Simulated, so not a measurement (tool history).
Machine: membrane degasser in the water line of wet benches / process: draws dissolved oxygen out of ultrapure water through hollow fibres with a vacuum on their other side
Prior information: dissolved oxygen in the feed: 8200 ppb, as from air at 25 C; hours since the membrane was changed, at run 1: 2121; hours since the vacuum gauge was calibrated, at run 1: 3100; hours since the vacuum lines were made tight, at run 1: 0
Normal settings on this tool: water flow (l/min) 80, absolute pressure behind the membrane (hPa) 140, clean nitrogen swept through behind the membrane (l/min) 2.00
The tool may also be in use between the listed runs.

run      day  water flow (l/min)  absolute pressure behind the membrane (hPa)  clean nitrogen swept through behind the membrane (l/min)  hours since the membrane was changed  hours since the vacuum gauge was calibrated  hours since the vacuum lines were made tight  dissolved oxygen in the water behind the degasser (ppb)  pressure that the water loses in the fibres (hPa)
  1    0.000                  80                                          140                                                      2.00                                  2121                                         3100                                             0                                                    850.0                                              456.9
  2    5.212                  75                                          140                                                      2.00                                  2246                                         3226                                           125                                                    819.6                                              428.0
  3   11.912                  75                                          140                                                      2.00                                  2407                                         3386                                           286                                                    826.7                                              433.8
  4   19.212                  75                                          140                                                      2.00                                  2582                                         3562                                           461                                                    843.0                                              430.3
  5   26.212                  67                                          140                                                      2.00                                  2750                                         3730                                           629                                                    738.8                                              386.2
  6   33.504                  80                                          140                                                      2.00                                  2925                                         3905                                           804                                                    872.2                                              460.8
  7   38.800                  80                                          140                                                      2.00                                  3052                                         4032                                           931                                                    878.6                                              460.3
      39.533  -- vacuum gauge calibrated
  8   45.396                  80                                          140                                                      2.00                                  3210                                          141                                          1089                                                    892.2                                              458.9
  9   51.338                  80                                          140                                                      2.00                                  3353                                          283                                          1232                                                    886.4                                              458.4
 10   55.425                  80                                          140                                                      2.00                                  3451                                          381                                          1330                                                    878.5                                              458.6
 11   62.996                  80                                          140                                                      2.00                                  3633                                          563                                          1511                                                    909.9                                              462.7
      68.483  -- vacuum gauge calibrated, once more
 12   70.221                  80                                          140                                                      2.00                                  3805                                           42                                          1684                                                    851.2                                              462.7
 13   74.696                  80                                          140                                                      2.00                                  3913                                          149                                          1792                                                    839.0                                              460.7
 14   79.304                 104                                           95                                                      2.00                                  4023                                          260                                          1902                                                    656.8                                              601.6
 15   86.296                 104                                           95                                                      2.00                                  4191                                          428                                          2070                                                    658.3                                              600.8
 16   91.600                  48                                          201                                                      2.92                                  4319                                          555                                          2197                                                    609.3                                              280.1
 17   98.983                  93                                          114                                                      1.42                                  4496                                          732                                          2375                                                    957.7                                              539.5
 18  105.333                  93                                          114                                                      1.42                                  4648                                          884                                          2527                                                    958.3                                              542.8
 19  111.412                  80                                          299                                                      1.03                                  4794                                         1030                                          2673                                                   2713.9                                              466.1
 20  116.621                  81                                          239                                                      2.09                                  4919                                         1155                                          2798                                                   1448.4                                              471.1
 21  123.046                  81                                          103                                                      2.09                                  5073                                         1309                                          2952                                                    587.9                                              471.6
 22  126.429                  89                                          140                                                      2.00                                  5155                                         1391                                          3033                                                    939.4                                              518.7

Each row is a separate what-if for the run after 22, all from the same tool condition, not one after another. Results?
  A  130.758                  59                                          140                                                      2.67                                  5258                                         1495                                          3137                                                        ?                                                  ?
  B  130.758                  80                                          143                                                      2.25                                  5258                                         1495                                          3137                                                        ?                                                  ?
  C  130.758                  90                                          140                                                      2.00                                  5258                                         1495                                          3137                                                        ?                                                  ?
  D  130.758                  65                                          140                                                      5.89                                  5258                                         1495                                          3137                                                        ?                                                  ?

run  dissolved oxygen in the water behind the degasser (ppb)  pressure that the water loses in the fibres (hPa)
  A                                                    524.7                                              347.8
  B                                                    803.8                                              465.2
  C                                                    951.6                                              523.6
  D                                                    308.4                                              377.9
With no hidden state in the tool, these same runs would have given:
run  dissolved oxygen in the water behind the degasser (ppb)  pressure that the water loses in the fibres (hPa)
  A                                                    509.9                                              336.8
  B                                                    784.1                                              450.5
  C                                                    929.3                                              507.0
  D                                                    296.6                                              365.9
